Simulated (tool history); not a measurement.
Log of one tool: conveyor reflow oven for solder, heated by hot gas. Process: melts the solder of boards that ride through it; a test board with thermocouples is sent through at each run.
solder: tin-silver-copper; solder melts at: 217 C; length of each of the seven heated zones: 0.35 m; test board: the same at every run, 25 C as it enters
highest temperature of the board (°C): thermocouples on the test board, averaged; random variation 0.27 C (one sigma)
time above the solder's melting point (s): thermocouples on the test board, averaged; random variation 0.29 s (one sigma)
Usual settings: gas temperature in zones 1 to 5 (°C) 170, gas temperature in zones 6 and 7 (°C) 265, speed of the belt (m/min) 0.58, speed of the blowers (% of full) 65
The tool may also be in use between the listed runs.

run   hour  gas temperature in zones 1 to 5 (°C)  gas temperature in zones 6 and 7 (°C)  speed of the belt (m/min)  speed of the blowers (% of full)  highest temperature of the board (°C)  time above the solder's melting point (s)
  1      0                                   170                                    265                       0.58                                65                                  244.3                                       45.7
  2   57.1                                   170                                    265                       0.58                                65                                  244.9                                       45.1
  3   94.4                                   170                                    265                       0.58                                65                                  244.3                                         45
  4  142.3                                   170                                    265                       0.58                                65                                  243.6                                         45
     212.5  -- thermocouples of zones 6 and 7 changed
  5  214.5                                   170                                    265                       0.58                                65                                  241.3                                       41.5
  6  256.3                                   170                                    265                       0.58                                65                                  240.8                                       41.6
     302.6  -- flux residue cleaned out of gas plates and filters
  7  304.2                                   170                                    265                       0.58                                65                                  243.3                                       44.9
  8  362.8                                   170                                    265                       0.58                                65                                  242.7                                       44.7
  9  427.6                                   170                                    265                       0.51                                65                                    248                                       56.5
 10  472.2                                   170                                    266                       0.59                                65                                  243.3                                       43.5
 11  538.8                                   178                                    265                       0.58                                65                                  244.4                                       48.6
 12  596.9                                   185                                    258                      0.658                                88                                  240.7                                       42.3
 13  636.7                                   183                                    255                       0.58                                65                                  237.8                                       43.7
 14  694.9                                   171                                    255                      0.601                                65                                  233.6                                       31.9
 15  737.1                                   170                                    258                      0.553                                58                                  236.9                                       39.2
 16  790.7                                   176                                    268                      0.569                                50                                  242.6                                       45.6
 17    828                                   159                                    274                      0.469                                60                                  254.3                                       64.1

5 ways to go on from here, each from the tool as it stands after run 17. What would each give?
  A  866.7                                   162                                    274                      0.505                                60                                      ?                                          ?
  B  866.7                                   167                                    265                       0.58                                65                                      ?                                          ?
  C  866.7                                   172                                    267                      0.616                                65                                      ?                                          ?
  D  866.7                                   159                                    274                      0.469                                59                                      ?                                          ?
  E  866.7                                   172                                    266                       0.58                                51                                      ?                                          ?

run  highest temperature of the board (°C)  time above the solder's melting point (s)
  A                                  251.9                                       57.1
  B                                  240.8                                       41.5
  C                                  241.2                                       39.6
  D                                  254.1                                         64
  E                                  239.3                                       39.6
Without the tool's hidden state the same runs would have given:
run  highest temperature of the board (°C)  time above the solder's melting point (s)
  A                                  252.7                                         57
  B                                  241.9                                       42.2
  C                                  242.3                                       40.4
  D                                  254.7                                       63.6
  E                                  240.1                                         40
